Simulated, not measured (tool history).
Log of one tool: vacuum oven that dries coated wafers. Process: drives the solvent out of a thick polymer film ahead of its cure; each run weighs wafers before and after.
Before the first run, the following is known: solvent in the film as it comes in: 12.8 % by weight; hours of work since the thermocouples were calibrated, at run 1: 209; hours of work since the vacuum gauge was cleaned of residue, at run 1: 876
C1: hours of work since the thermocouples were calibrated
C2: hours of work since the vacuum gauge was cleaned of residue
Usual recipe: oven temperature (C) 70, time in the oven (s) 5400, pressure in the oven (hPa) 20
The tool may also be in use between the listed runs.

{"run": 1, "hour": 0.0, "oven temperature (C)": 70, "time in the oven (s)": 5400, "pressure in the oven (hPa)": 20, "C1": 209, "C2": 876, "solvent left in the film (%)": 3.39}
{"run": 2, "hour": 80.7, "oven temperature (C)": 70, "time in the oven (s)": 5400, "pressure in the oven (hPa)": 20, "C1": 254, "C2": 920, "solvent left in the film (%)": 3.42}
{"run": 3, "hour": 168.3, "oven temperature (C)": 70, "time in the oven (s)": 5400, "pressure in the oven (hPa)": 20, "C1": 301, "C2": 968, "solvent left in the film (%)": 3.49}
{"run": 4, "hour": 223.9, "oven temperature (C)": 64, "time in the oven (s)": 5400, "pressure in the oven (hPa)": 20, "C1": 332, "C2": 998, "solvent left in the film (%)": 5.26}
{"run": 5, "hour": 292.0, "oven temperature (C)": 64, "time in the oven (s)": 5400, "pressure in the oven (hPa)": 20, "C1": 369, "C2": 1036, "solvent left in the film (%)": 5.37}
{"run": 6, "hour": 374.0, "oven temperature (C)": 64, "time in the oven (s)": 5400, "pressure in the oven (hPa)": 20, "C1": 414, "C2": 1080, "solvent left in the film (%)": 5.46}
{"run": 7, "hour": 420.7, "oven temperature (C)": 60, "time in the oven (s)": 5400, "pressure in the oven (hPa)": 20, "C1": 439, "C2": 1106, "solvent left in the film (%)": 6.78}
{"run": 8, "hour": 494.4, "oven temperature (C)": 70, "time in the oven (s)": 5400, "pressure in the oven (hPa)": 17.1, "C1": 480, "C2": 1146, "solvent left in the film (%)": 3.27}
{"run": 9, "hour": 556.6, "oven temperature (C)": 70, "time in the oven (s)": 5400, "pressure in the oven (hPa)": 17.1, "C1": 514, "C2": 1180, "solvent left in the film (%)": 3.16}
{"run": 10, "hour": 618.1, "oven temperature (C)": 70, "time in the oven (s)": 5400, "pressure in the oven (hPa)": 17.1, "C1": 547, "C2": 1214, "solvent left in the film (%)": 3.26}
{"run": 11, "hour": 661.0, "oven temperature (C)": 70, "time in the oven (s)": 5400, "pressure in the oven (hPa)": 17.1, "C1": 571, "C2": 1237, "solvent left in the film (%)": 3.32}
{"run": 12, "hour": 702.3, "oven temperature (C)": 70, "time in the oven (s)": 5400, "pressure in the oven (hPa)": 20, "C1": 593, "C2": 1260, "solvent left in the film (%)": 3.39}
{"run": 13, "hour": 782.3, "oven temperature (C)": 70, "time in the oven (s)": 5400, "pressure in the oven (hPa)": 20, "C1": 637, "C2": 1304, "solvent left in the film (%)": 3.4}
{"run": 14, "hour": 844.8, "oven temperature (C)": 70, "time in the oven (s)": 5400, "pressure in the oven (hPa)": 20, "C1": 671, "C2": 1338, "solvent left in the film (%)": 3.44}
{"run": 15, "hour": 922.3, "oven temperature (C)": 70, "time in the oven (s)": 5400, "pressure in the oven (hPa)": 20, "C1": 714, "C2": 1380, "solvent left in the film (%)": 3.35}
{"run": 16, "hour": 991.3, "oven temperature (C)": 70, "time in the oven (s)": 5400, "pressure in the oven (hPa)": 20, "C1": 751, "C2": 1418, "solvent left in the film (%)": 3.46}
{"hour": 1049.5, "done": "oven's thermocouples calibrated"}
{"run": 17, "hour": 1070.8, "oven temperature (C)": 70, "time in the oven (s)": 9720, "pressure in the oven (hPa)": 20, "C1": 12, "C2": 1460, "solvent left in the film (%)": 2.11}
{"run": 18, "hour": 1133.9, "oven temperature (C)": 70, "time in the oven (s)": 9720, "pressure in the oven (hPa)": 20, "C1": 46, "C2": 1495, "solvent left in the film (%)": 2.22}
{"run": 19, "hour": 1209.9, "oven temperature (C)": 70, "time in the oven (s)": 9720, "pressure in the oven (hPa)": 20, "C1": 88, "C2": 1536, "solvent left in the film (%)": 2.08}
{"run": 20, "hour": 1296.1, "oven temperature (C)": 70, "time in the oven (s)": 9720, "pressure in the oven (hPa)": 20, "C1": 135, "C2": 1583, "solvent left in the film (%)": 2.18}
{"run": 21, "hour": 1355.5, "oven temperature (C)": 70, "time in the oven (s)": 9720, "pressure in the oven (hPa)": 20, "C1": 167, "C2": 1616, "solvent left in the film (%)": 2.11}
{"run": 22, "hour": 1443.7, "oven temperature (C)": 70, "time in the oven (s)": 9720, "pressure in the oven (hPa)": 20, "C1": 216, "C2": 1664, "solvent left in the film (%)": 2.16}
{"run": 23, "hour": 1503.5, "oven temperature (C)": 70, "time in the oven (s)": 9720, "pressure in the oven (hPa)": 20, "C1": 248, "C2": 1697, "solvent left in the film (%)": 2.19}
{"run": 24, "hour": 1557.7, "oven temperature (C)": 70, "time in the oven (s)": 9720, "pressure in the oven (hPa)": 20, "C1": 278, "C2": 1726, "solvent left in the film (%)": 2.12}
{"run": 25, "hour": 1628.6, "oven temperature (C)": 70, "time in the oven (s)": 6840, "pressure in the oven (hPa)": 20, "C1": 317, "C2": 1765, "solvent left in the film (%)": 2.77}
{"run": 26, "hour": 1670.6, "oven temperature (C)": 70, "time in the oven (s)": 6840, "pressure in the oven (hPa)": 20, "C1": 340, "C2": 1788, "solvent left in the film (%)": 2.73}
{"run": 27, "hour": 1749.8, "oven temperature (C)": 70, "time in the oven (s)": 6840, "pressure in the oven (hPa)": 20, "C1": 383, "C2": 1831, "solvent left in the film (%)": 2.73}
{"run": 28, "hour": 1830.4, "oven temperature (C)": 61, "time in the oven (s)": 8640, "pressure in the oven (hPa)": 57.9, "C1": 427, "C2": 1875, "solvent left in the film (%)": 8.36}
{"run": 29, "hour": 1912.1, "oven temperature (C)": 61, "time in the oven (s)": 8640, "pressure in the oven (hPa)": 57.9, "C1": 472, "C2": 1920, "solvent left in the film (%)": 8.47}
{"run": 30, "hour": 1959.9, "oven temperature (C)": 70, "time in the oven (s)": 3000, "pressure in the oven (hPa)": 37.3, "C1": 498, "C2": 1946, "solvent left in the film (%)": 6.39}
{"run": 31, "hour": 2002.3, "oven temperature (C)": 70, "time in the oven (s)": 3000, "pressure in the oven (hPa)": 57.5, "C1": 521, "C2": 1969, "solvent left in the film (%)": 7.34}
{"run": 32, "hour": 2098.6, "oven temperature (C)": 70, "time in the oven (s)": 3180, "pressure in the oven (hPa)": 77.2, "C1": 573, "C2": 2022, "solvent left in the film (%)": 8.4}
{"run": 33, "hour": 2148.2, "oven temperature (C)": 74, "time in the oven (s)": 4080, "pressure in the oven (hPa)": 46.3, "C1": 601, "C2": 2049, "solvent left in the film (%)": 4.58}
{"run": 34, "hour": 2213.7, "oven temperature (C)": 77, "time in the oven (s)": 4440, "pressure in the oven (hPa)": 65.6, "C1": 636, "C2": 2085, "solvent left in the film (%)": 4.79}
{"run": 35, "hour": 2282.5, "oven temperature (C)": 77, "time in the oven (s)": 8100, "pressure in the oven (hPa)": 65.6, "C1": 674, "C2": 2123, "solvent left in the film (%)": 4.1}
{"run": 36, "hour": 2377.5, "oven temperature (C)": 77, "time in the oven (s)": 8100, "pressure in the oven (hPa)": 65.6, "C1": 726, "C2": 2174, "solvent left in the film (%)": 4.08}
{"run": 37, "hour": 2473.3, "oven temperature (C)": 63, "time in the oven (s)": 7380, "pressure in the oven (hPa)": 16.6, "C1": 778, "C2": 2227, "solvent left in the film (%)": 4.39}
{"hour": 2482.2, "done": "oven's thermocouples calibrated"}
{"run": 38, "hour": 2543.0, "oven temperature (C)": 70, "time in the oven (s)": 4620, "pressure in the oven (hPa)": 20, "C1": 33, "C2": 2264, "solvent left in the film (%)": 3.86}
{"run": 39, "hour": 2642.7, "oven temperature (C)": 70, "time in the oven (s)": 6120, "pressure in the oven (hPa)": 44.2, "C1": 88, "C2": 2318, "solvent left in the film (%)": 4.8}
{"run": 40, "hour": 2685.5, "oven temperature (C)": 81, "time in the oven (s)": 6540, "pressure in the oven (hPa)": 12.2, "C1": 111, "C2": 2342, "solvent left in the film (%)": 0.74}
{"run": 41, "hour": 2736.5, "oven temperature (C)": 81, "time in the oven (s)": 6540, "pressure in the oven (hPa)": 12.2, "C1": 139, "C2": 2370, "solvent left in the film (%)": 0.65}
{"run": 42, "hour": 2828.2, "oven temperature (C)": 69, "time in the oven (s)": 4260, "pressure in the oven (hPa)": 31.4, "C1": 189, "C2": 2420, "solvent left in the film (%)": 5.28}
{"run": 43, "hour": 2878.0, "oven temperature (C)": 69, "time in the oven (s)": 4260, "pressure in the oven (hPa)": 31.4, "C1": 216, "C2": 2447, "solvent left in the film (%)": 5.19}
{"run": 44, "hour": 2956.1, "oven temperature (C)": 76, "time in the oven (s)": 6060, "pressure in the oven (hPa)": 42.7, "C1": 259, "C2": 2490, "solvent left in the film (%)": 3.2}
{"run": 45, "hour": 3030.1, "oven temperature (C)": 76, "time in the oven (s)": 6060, "pressure in the oven (hPa)": 42.7, "C1": 300, "C2": 2530, "solvent left in the film (%)": 3.19}
{"run": 46, "hour": 3071.3, "oven temperature (C)": 70, "time in the oven (s)": 5400, "pressure in the oven (hPa)": 33.1, "C1": 322, "C2": 2553, "solvent left in the film (%)": 4.3}
{"run": 47, "hour": 3123.5, "oven temperature (C)": 70, "time in the oven (s)": 3540, "pressure in the oven (hPa)": 38.9, "C1": 351, "C2": 2581, "solvent left in the film (%)": 5.83}

Describe how what the log doesn't record of the tool's condition differs between the last listed run preceding each entry between runs and the first listed run following it.
Runs 16 to 17: oven's thermocouples calibrated (hour 1049.5)
  true wafer temperature over the reading, C: -0.08 -> 0
Runs 37 to 38: oven's thermocouples calibrated (hour 2482.2)
  true wafer temperature over the reading, C: -0.04 -> 0
